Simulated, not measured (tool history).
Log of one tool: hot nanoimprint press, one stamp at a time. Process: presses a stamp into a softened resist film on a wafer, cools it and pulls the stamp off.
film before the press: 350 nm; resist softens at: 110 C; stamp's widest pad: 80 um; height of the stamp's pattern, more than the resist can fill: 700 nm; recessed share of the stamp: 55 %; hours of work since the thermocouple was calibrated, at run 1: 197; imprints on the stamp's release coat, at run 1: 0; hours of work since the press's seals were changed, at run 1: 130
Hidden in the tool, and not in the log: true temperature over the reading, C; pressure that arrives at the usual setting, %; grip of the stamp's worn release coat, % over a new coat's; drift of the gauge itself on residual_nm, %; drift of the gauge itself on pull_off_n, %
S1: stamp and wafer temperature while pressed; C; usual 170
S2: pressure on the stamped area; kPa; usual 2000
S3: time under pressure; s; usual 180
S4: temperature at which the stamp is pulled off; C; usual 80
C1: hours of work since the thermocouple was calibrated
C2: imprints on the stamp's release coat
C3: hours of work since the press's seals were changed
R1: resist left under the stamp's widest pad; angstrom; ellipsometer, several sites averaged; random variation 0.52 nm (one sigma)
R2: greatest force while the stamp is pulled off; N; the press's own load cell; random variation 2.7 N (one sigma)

{"run": 1, "hour": 0.0, "S1": 170, "S2": 2000, "S3": 180, "S4": 80, "C1": 197, "C2": 0, "C3": 130, "R1": 1898, "R2": 126}
{"run": 2, "hour": 32.3, "S1": 170, "S2": 2000, "S3": 180, "S4": 80, "C1": 222, "C2": 194, "C3": 154, "R1": 1913, "R2": 129}
{"run": 3, "hour": 52.9, "S1": 170, "S2": 2000, "S3": 180, "S4": 80, "C1": 238, "C2": 317, "C3": 170, "R1": 1910, "R2": 133}
{"run": 4, "hour": 83.2, "S1": 170, "S2": 2000, "S3": 180, "S4": 80, "C1": 261, "C2": 498, "C3": 193, "R1": 1905, "R2": 138}
{"run": 5, "hour": 108.4, "S1": 170, "S2": 2000, "S3": 180, "S4": 80, "C1": 280, "C2": 649, "C3": 212, "R1": 1905, "R2": 140}
{"run": 6, "hour": 130.6, "S1": 170, "S2": 2000, "S3": 180, "S4": 80, "C1": 297, "C2": 782, "C3": 229, "R1": 1893, "R2": 144}
{"run": 7, "hour": 163.1, "S1": 170, "S2": 2000, "S3": 180, "S4": 80, "C1": 321, "C2": 977, "C3": 254, "R1": 1888, "R2": 149}
{"run": 8, "hour": 185.7, "S1": 170, "S2": 2000, "S3": 180, "S4": 80, "C1": 339, "C2": 1112, "C3": 271, "R1": 1881, "R2": 149}
{"run": 9, "hour": 200.0, "S1": 170, "S2": 2000, "S3": 180, "S4": 80, "C1": 349, "C2": 1197, "C3": 282, "R1": 1884, "R2": 159}
{"hour": 205.0, "done": "plate thermocouple calibrated"}
{"run": 10, "hour": 231.9, "S1": 170, "S2": 2000, "S3": 180, "S4": 80, "C1": 20, "C2": 1371, "C3": 304, "R1": 1849, "R2": 156}
{"run": 11, "hour": 255.7, "S1": 170, "S2": 1580, "S3": 180, "S4": 80, "C1": 39, "C2": 1513, "C3": 322, "R1": 2017, "R2": 158}
{"run": 12, "hour": 275.7, "S1": 170, "S2": 1580, "S3": 180, "S4": 80, "C1": 54, "C2": 1633, "C3": 337, "R1": 2016, "R2": 158}
{"run": 13, "hour": 307.2, "S1": 170, "S2": 2770, "S3": 180, "S4": 80, "C1": 78, "C2": 1822, "C3": 361, "R1": 1617, "R2": 168}
{"run": 14, "hour": 336.4, "S1": 170, "S2": 2770, "S3": 180, "S4": 80, "C1": 100, "C2": 1996, "C3": 383, "R1": 1614, "R2": 168}
{"run": 15, "hour": 360.1, "S1": 170, "S2": 2000, "S3": 180, "S4": 82, "C1": 118, "C2": 2138, "C3": 401, "R1": 1827, "R2": 164}
{"hour": 374.9, "done": "plate thermocouple calibrated, once more"}
{"run": 16, "hour": 381.7, "S1": 162, "S2": 1300, "S3": 168, "S4": 68, "C1": 5, "C2": 2249, "C3": 415, "R1": 3044, "R2": 198}
{"hour": 406.4, "done": "stamp cleaned and given a new release coat"}
{"run": 17, "hour": 417.8, "S1": 177, "S2": 1780, "S3": 107, "S4": 73, "C1": 28, "C2": 68, "C3": 438, "R1": 1684, "R2": 143}
{"run": 18, "hour": 442.3, "S1": 177, "S2": 1780, "S3": 107, "S4": 73, "C1": 47, "C2": 214, "C3": 457, "R1": 1674, "R2": 147}
{"run": 19, "hour": 471.9, "S1": 170, "S2": 1690, "S3": 180, "S4": 71, "C1": 69, "C2": 391, "C3": 479, "R1": 2065, "R2": 149}
{"run": 20, "hour": 485.5, "S1": 180, "S2": 1360, "S3": 320, "S4": 83, "C1": 79, "C2": 473, "C3": 489, "R1": 1013, "R2": 137}
{"run": 21, "hour": 500.6, "S1": 180, "S2": 2990, "S3": 139, "S4": 83, "C1": 91, "C2": 564, "C3": 501, "R1": 988, "R2": 133}
{"run": 22, "hour": 521.5, "S1": 180, "S2": 2990, "S3": 139, "S4": 83, "C1": 107, "C2": 689, "C3": 517, "R1": 1001, "R2": 134}
{"run": 23, "hour": 552.8, "S1": 165, "S2": 1560, "S3": 139, "S4": 85, "C1": 131, "C2": 876, "C3": 541, "R1": 2760, "R2": 139}
{"run": 24, "hour": 579.8, "S1": 170, "S2": 1620, "S3": 139, "S4": 85, "C1": 151, "C2": 1037, "C3": 561, "R1": 2257, "R2": 135}
{"run": 25, "hour": 598.7, "S1": 170, "S2": 1620, "S3": 139, "S4": 85, "C1": 165, "C2": 1151, "C3": 575, "R1": 2246, "R2": 149}
{"run": 26, "hour": 617.2, "S1": 172, "S2": 1520, "S3": 194, "S4": 85, "C1": 180, "C2": 1262, "C3": 589, "R1": 1863, "R2": 146}
{"run": 27, "hour": 649.6, "S1": 169, "S2": 1520, "S3": 334, "S4": 76, "C1": 204, "C2": 1455, "C3": 614, "R1": 1824, "R2": 168}
{"run": 28, "hour": 665.8, "S1": 169, "S2": 1520, "S3": 334, "S4": 76, "C1": 216, "C2": 1552, "C3": 626, "R1": 1815, "R2": 169}
{"run": 29, "hour": 688.2, "S1": 169, "S2": 1520, "S3": 334, "S4": 76, "C1": 233, "C2": 1686, "C3": 643, "R1": 1817, "R2": 175}

Measured less the same run without the tool's hidden state. The same run-to-run variation is in both; the gauge's scatter may not be:
run=1 R1=-42 R2=+0
run=2 R1=-47 R2=+4
run=3 R1=-51 R2=+7
run=4 R1=-55 R2=+10
run=5 R1=-58 R2=+14
run=6 R1=-62 R2=+17
run=7 R1=-68 R2=+21
run=8 R1=-71 R2=+24
run=9 R1=-73 R2=+27
run=10 R1=-104 R2=+30
run=11 R1=-110 R2=+32
run=12 R1=-114 R2=+35
run=13 R1=-105 R2=+41
run=14 R1=-109 R2=+43
run=15 R1=-123 R2=+45
run=16 R1=+0 R2=+59
run=17 R1=+2 R2=+1
run=18 R1=-1 R2=+5
run=19 R1=-9 R2=+9
run=20 R1=-7 R2=+10
run=21 R1=+1 R2=+11
run=22 R1=+0 R2=+14
run=23 R1=-20 R2=+18
run=24 R1=-27 R2=+21
run=25 R1=-30 R2=+25
run=26 R1=-32 R2=+27
run=27 R1=-40 R2=+35
run=28 R1=-42 R2=+37
run=29 R1=-46 R2=+41
